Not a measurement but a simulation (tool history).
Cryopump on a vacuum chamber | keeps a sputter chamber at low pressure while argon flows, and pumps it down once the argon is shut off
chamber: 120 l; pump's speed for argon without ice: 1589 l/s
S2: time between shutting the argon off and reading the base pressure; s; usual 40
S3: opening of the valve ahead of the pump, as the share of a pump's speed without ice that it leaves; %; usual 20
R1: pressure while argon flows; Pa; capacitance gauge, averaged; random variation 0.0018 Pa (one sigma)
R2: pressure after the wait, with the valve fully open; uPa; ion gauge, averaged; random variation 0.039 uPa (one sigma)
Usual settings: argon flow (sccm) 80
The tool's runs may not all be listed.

{"run": 1, "day": 0.0, "argon flow (sccm)": 80, "S2": 40, "S3": 20, "R1": 0.4312, "R2": 4.33}
{"run": 2, "day": 1.029, "argon flow (sccm)": 80, "S2": 40, "S3": 44, "R1": 0.1978, "R2": 4.43}
{"run": 3, "day": 2.35, "argon flow (sccm)": 80, "S2": 40, "S3": 20, "R1": 0.4301, "R2": 4.42}
{"run": 4, "day": 3.575, "argon flow (sccm)": 64, "S2": 40, "S3": 20, "R1": 0.3464, "R2": 4.47}
{"run": 5, "day": 5.275, "argon flow (sccm)": 64, "S2": 40, "S3": 20, "R1": 0.3477, "R2": 4.55}
{"run": 6, "day": 7.3, "argon flow (sccm)": 64, "S2": 65, "S3": 20, "R1": 0.3486, "R2": 3.86}
{"run": 7, "day": 9.017, "argon flow (sccm)": 64, "S2": 65, "S3": 20, "R1": 0.3464, "R2": 3.79}
{"run": 8, "day": 10.388, "argon flow (sccm)": 64, "S2": 65, "S3": 20, "R1": 0.3481, "R2": 3.87}
{"run": 9, "day": 12.688, "argon flow (sccm)": 64, "S2": 65, "S3": 20, "R1": 0.3481, "R2": 3.87}
{"run": 10, "day": 14.45, "argon flow (sccm)": 80, "S2": 40, "S3": 20, "R1": 0.4335, "R2": 4.72}
{"run": 11, "day": 16.908, "argon flow (sccm)": 80, "S2": 40, "S3": 21, "R1": 0.4175, "R2": 4.88}
{"run": 12, "day": 18.742, "argon flow (sccm)": 80, "S2": 40, "S3": 21, "R1": 0.4165, "R2": 5.02}
{"run": 13, "day": 20.104, "argon flow (sccm)": 80, "S2": 40, "S3": 21, "R1": 0.4213, "R2": 4.89}
{"run": 14, "day": 22.562, "argon flow (sccm)": 80, "S2": 40, "S3": 21, "R1": 0.4238, "R2": 5.01}
{"run": 15, "day": 24.558, "argon flow (sccm)": 80, "S2": 40, "S3": 21, "R1": 0.4236, "R2": 4.99}
{"run": 16, "day": 26.042, "argon flow (sccm)": 80, "S2": 40, "S3": 21, "R1": 0.4229, "R2": 5.3}
{"run": 17, "day": 27.121, "argon flow (sccm)": 111, "S2": 40, "S3": 20, "R1": 0.6188, "R2": 5.23}
{"run": 18, "day": 28.138, "argon flow (sccm)": 80, "S2": 40, "S3": 17, "R1": 0.5187, "R2": 5.27}
{"day": 29.904, "done": "leaking fittings of the chamber tightened, without venting"}
{"run": 19, "day": 30.396, "argon flow (sccm)": 80, "S2": 40, "S3": 17, "R1": 0.52, "R2": 2.27}
{"run": 20, "day": 32.671, "argon flow (sccm)": 80, "S2": 62, "S3": 20, "R1": 0.4484, "R2": 1.67}
{"run": 21, "day": 35.129, "argon flow (sccm)": 80, "S2": 29, "S3": 18, "R1": 0.4973, "R2": 3.22}
{"run": 22, "day": 36.933, "argon flow (sccm)": 80, "S2": 40, "S3": 49, "R1": 0.1988, "R2": 2.41}
{"run": 23, "day": 38.154, "argon flow (sccm)": 36, "S2": 40, "S3": 20, "R1": 0.203, "R2": 2.44}
{"run": 24, "day": 39.621, "argon flow (sccm)": 120, "S2": 83, "S3": 21, "R1": 0.6444, "R2": 1.46}
{"run": 25, "day": 41.7, "argon flow (sccm)": 120, "S2": 23, "S3": 48, "R1": 0.3081, "R2": 4.03}
{"run": 26, "day": 43.417, "argon flow (sccm)": 80, "S2": 101, "S3": 20, "R1": 0.4603, "R2": 1.38}
{"run": 27, "day": 45.442, "argon flow (sccm)": 80, "S2": 101, "S3": 20, "R1": 0.4588, "R2": 1.45}
{"day": 47.025, "done": "pump warmed up, emptied and cooled again"}
{"run": 28, "day": 47.55, "argon flow (sccm)": 143, "S2": 166, "S3": 19, "R1": 0.8062, "R2": 1.01}
{"run": 29, "day": 49.871, "argon flow (sccm)": 143, "S2": 166, "S3": 19, "R1": 0.8103, "R2": 0.98}
{"run": 30, "day": 51.042, "argon flow (sccm)": 44, "S2": 192, "S3": 19, "R1": 0.247, "R2": 0.96}
{"run": 31, "day": 52.321, "argon flow (sccm)": 44, "S2": 192, "S3": 19, "R1": 0.2472, "R2": 1.03}
{"run": 32, "day": 53.683, "argon flow (sccm)": 69, "S2": 23, "S3": 38, "R1": 0.1975, "R2": 4.23}
{"run": 33, "day": 54.996, "argon flow (sccm)": 65, "S2": 212, "S3": 20, "R1": 0.3516, "R2": 1.02}
{"run": 34, "day": 56.412, "argon flow (sccm)": 65, "S2": 212, "S3": 20, "R1": 0.3505, "R2": 1.06}

4 ways to go on from here, each from the tool as it stands after run 34. What would each give?
{"run": "A", "day": 57.733, "argon flow (sccm)": 38, "S2": 116, "S3": 20, "R1": "?", "R2": "?"}
{"run": "B", "day": 57.733, "argon flow (sccm)": 111, "S2": 37, "S3": 31, "R1": "?", "R2": "?"}
{"run": "C", "day": 57.733, "argon flow (sccm)": 80, "S2": 127, "S3": 20, "R1": "?", "R2": "?"}
{"run": "D", "day": 57.733, "argon flow (sccm)": 94, "S2": 21, "S3": 20, "R1": "?", "R2": "?"}

run=A R1=0.204 R2=1.35
run=B R1=0.3883 R2=2.9
run=C R1=0.4325 R2=1.29
run=D R1=0.5067 R2=4.61
Without the tool's hidden state the same runs would have given:
run=A R1=0.201 R2=0.87
run=B R1=0.3796 R2=2.42
run=C R1=0.4261 R2=0.82
run=D R1=0.4993 R2=4.12
